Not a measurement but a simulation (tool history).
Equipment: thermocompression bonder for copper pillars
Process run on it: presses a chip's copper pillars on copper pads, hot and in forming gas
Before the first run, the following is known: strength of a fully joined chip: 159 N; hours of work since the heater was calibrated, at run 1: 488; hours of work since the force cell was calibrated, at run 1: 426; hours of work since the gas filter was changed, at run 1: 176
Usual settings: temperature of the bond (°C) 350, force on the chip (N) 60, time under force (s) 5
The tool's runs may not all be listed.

run	hour	temperature of the bond (°C)	force on the chip (N)	time under force (s)	hours of work since the heater was calibrated	hours of work since the force cell was calibrated	hours of work since the gas filter was changed	force that shears a chip off (N)
1	0	350	60	5	488	426	176	86.5
2	16.3	350	60	5	496	434	184	86.7
3	41.2	350	60	5	508	447	196	86.3
4	58.6	350	60	5	517	455	205	86.2
5	86.3	350	60	5	530	469	219	85.5
6	112.1	350	42	5	543	482	231	65.5
7	127	350	42	5	550	489	239	65.6
8	148.2	350	60	8	561	499	249	98.4
9	172.7	350	60	8	573	511	261	98.5
10	191	350	60	8	582	521	270	97.5
11	219.4	350	43	5	596	535	284	66.4
12	237.2	350	60	5	605	543	293	84.8
# hour 250.8: gauge calibrated
# hour 263.7: forming gas filter changed
13	264.1	350	60	5	618	556	0	85.7
14	280.2	350	41	5	626	564	8	64.7
15	301.7	350	60	11	636	575	19	108.3
# hour 318: heater calibrated with a thermocouple chip
16	318	350	60	3	0	582	26	72.3
17	335.9	350	60	15	9	591	35	117.4
18	359.6	350	60	5	21	603	46	86.5
19	372.9	350	60	5	27	609	53	85.6
20	401.3	357	44	5	41	623	67	73
21	421.6	377	60	5	51	633	77	109
22	435.4	378	54	10	58	640	84	124.3
23	452	378	54	10	66	648	92	122
24	473.6	378	80	10	77	659	103	140.4
25	492.4	378	80	10	86	668	112	139.9
26	508.6	348	82	3	94	676	120	86.5
27	521.8	341	37	4	101	683	126	47.2
28	538.6	369	65	11	109	691	135	127.8
29	553.8	369	65	10	116	698	142	124.6
# hour 567.6: force cell calibrated
30	574	369	65	10	126	3	152	124.1
31	587.2	365	58	3	132	10	158	80.7
32	599.5	361	52	3	138	16	164	71.5
33	624	361	52	3	150	28	176	70.6
34	639.2	378	45	5	158	35	184	90.4
35	659.6	359	45	5	168	45	194	74.2
36	675.3	374	45	5	176	53	202	86.4
37	701.9	375	45	5	189	66	215	86.5
# hour 707.7: gauge calibrated
38	713.9	375	45	5	195	72	221	90.8

Measured result minus the same run's result without the hidden state. Both carry the same run-to-run variation, though not necessarily the same gauge scatter:
The tool's hidden condition here consists of: true temperature of the bond over the reading, C; force that reaches the chip, % of what is set; oxide that the forming gas leaves, % of the face; drift of the gauge itself on shear_n, %.
run	force that shears a chip off (N)
1	-0.2
2	-0.3
3	-0.6
4	-0.6
5	-0.9
6	-0.8
7	-1
8	-1.7
9	-1.9
10	-2.1
11	-1.6
12	-2.3
13	-0.3
14	-0.3
15	-0.7
16	-0.4
17	-0.9
18	-0.9
19	-1
20	-1.1
21	-1.8
22	-2.2
23	-2.4
24	-3.1
25	-3.4
26	-2.2
27	-1.3
28	-3.7
29	-3.7
30	-4.1
31	-2.8
32	-2.6
33	-2.8
34	-3.6
35	-3.1
36	-3.8
37	-4.1
38	-0.2

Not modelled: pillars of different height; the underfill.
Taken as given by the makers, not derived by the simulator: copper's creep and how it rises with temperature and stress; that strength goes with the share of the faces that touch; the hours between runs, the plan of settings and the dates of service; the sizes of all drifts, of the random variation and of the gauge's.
